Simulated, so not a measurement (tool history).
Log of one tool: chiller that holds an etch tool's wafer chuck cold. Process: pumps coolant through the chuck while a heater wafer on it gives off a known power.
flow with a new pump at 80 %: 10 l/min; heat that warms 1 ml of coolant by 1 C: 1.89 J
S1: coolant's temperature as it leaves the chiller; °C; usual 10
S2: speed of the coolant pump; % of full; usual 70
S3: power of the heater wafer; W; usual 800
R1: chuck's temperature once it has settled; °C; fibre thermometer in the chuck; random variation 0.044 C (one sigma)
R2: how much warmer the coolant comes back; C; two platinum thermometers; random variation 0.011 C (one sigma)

run,hour,S1,S2,S3,R1,R2
1,0.0,10,70,800,17.74,2.94
2,33.7,10,70,800,17.73,2.94
3,66.3,10,70,800,17.73,2.95
4,131.1,10,70,967,19.44,3.56
5,168.0,10,70,967,19.32,3.57
6,241.3,10,70,967,19.29,3.57
7,294.7,10,70,967,19.27,3.57
8,358.4,10,70,967,19.40,3.56
# hour 365.3: chiller's thermometer calibrated
9,434.5,10,89,800,16.22,2.27
10,483.2,10,89,800,16.21,2.25
11,559.1,10,70,800,17.58,2.95
12,592.2,10,70,800,17.63,2.95
13,644.6,10,70,800,17.55,2.94
14,683.8,10,68,805,17.91,3.08
15,715.2,5,99,805,10.64,1.99
16,760.1,4,61,805,12.67,3.48
17,831.1,8,70,651,14.21,2.41
18,874.1,10,70,445,14.11,1.64

The next listed run, before its measurement:
19,922.8,7,85,896,?,?

R1: 14.19 °C
R2: 2.64 C
Without the tool's hidden state the same run would have given R1 14.32 °C, R2 2.64 C.
